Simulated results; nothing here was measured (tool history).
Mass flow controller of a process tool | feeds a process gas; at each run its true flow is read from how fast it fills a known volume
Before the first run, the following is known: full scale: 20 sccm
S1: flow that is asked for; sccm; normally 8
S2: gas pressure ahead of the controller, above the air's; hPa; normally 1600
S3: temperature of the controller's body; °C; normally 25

{"run": 1, "hour": 0.0, "S1": 8, "S2": 1600, "S3": 25, "true flow (%)": 98.13}
{"run": 2, "hour": 58.6, "S1": 8, "S2": 1600, "S3": 25, "true flow (%)": 98.29}
{"run": 3, "hour": 201.1, "S1": 8, "S2": 1600, "S3": 25, "true flow (%)": 98.14}
{"run": 4, "hour": 332.1, "S1": 8, "S2": 1600, "S3": 25, "true flow (%)": 98.08}
{"run": 5, "hour": 449.1, "S1": 12, "S2": 1600, "S3": 25, "true flow (%)": 99.03}
{"run": 6, "hour": 562.7, "S1": 12, "S2": 1600, "S3": 25, "true flow (%)": 99.01}
{"run": 7, "hour": 692.8, "S1": 12, "S2": 1600, "S3": 25, "true flow (%)": 99.02}
{"run": 8, "hour": 759.6, "S1": 8, "S2": 1600, "S3": 21, "true flow (%)": 97.86}
{"run": 9, "hour": 843.6, "S1": 8, "S2": 1600, "S3": 34, "true flow (%)": 99.06}
{"run": 10, "hour": 910.0, "S1": 8, "S2": 1590, "S3": 25, "true flow (%)": 98.2}
{"run": 11, "hour": 1051.9, "S1": 11, "S2": 1600, "S3": 25, "true flow (%)": 98.75}
{"run": 12, "hour": 1141.6, "S1": 4, "S2": 2220, "S3": 25, "true flow (%)": 95.97}
{"run": 13, "hour": 1216.2, "S1": 4, "S2": 2220, "S3": 23, "true flow (%)": 95.71}
{"run": 14, "hour": 1328.8, "S1": 6, "S2": 2270, "S3": 20, "true flow (%)": 96.63}
{"run": 15, "hour": 1410.3, "S1": 6, "S2": 2270, "S3": 20, "true flow (%)": 96.69}
{"run": 16, "hour": 1515.7, "S1": 6, "S2": 2150, "S3": 38, "true flow (%)": 100.25}
{"run": 17, "hour": 1639.9, "S1": 12, "S2": 2150, "S3": 38, "true flow (%)": 100.91}
{"run": 18, "hour": 1764.4, "S1": 5, "S2": 1480, "S3": 25, "true flow (%)": 98.96}
{"run": 19, "hour": 1845.3, "S1": 7, "S2": 1600, "S3": 24, "true flow (%)": 99.06}
{"run": 20, "hour": 1941.6, "S1": 8, "S2": 2220, "S3": 25, "true flow (%)": 99.29}
{"run": 21, "hour": 2022.1, "S1": 8, "S2": 2220, "S3": 25, "true flow (%)": 99.27}
{"run": 22, "hour": 2081.5, "S1": 8, "S2": 2220, "S3": 25, "true flow (%)": 99.27}

Taken out of this log: 2 entries between the listed runs. Where each belongs, and how the hidden state differs across it:
From run 11 to run 12: controller's zero set anew (hour 1062.2)
  flow at rest that the sensor doesn't see, % of full scale: -0.465 -> -0.583; true flow over the shown one, %: 0.77 -> 0.78
  measured result minus the result with no hidden state, true flow (%): -0.08 -> -2.13
From run 15 to run 16: controller's zero set anew, once more (hour 1438.6)
  flow at rest that the sensor doesn't see, % of full scale: -0.599 -> -0.015; true flow over the shown one, %: 0.81 -> 0.83
  measured result minus the result with no hidden state, true flow (%): -1.19 -> +0.78

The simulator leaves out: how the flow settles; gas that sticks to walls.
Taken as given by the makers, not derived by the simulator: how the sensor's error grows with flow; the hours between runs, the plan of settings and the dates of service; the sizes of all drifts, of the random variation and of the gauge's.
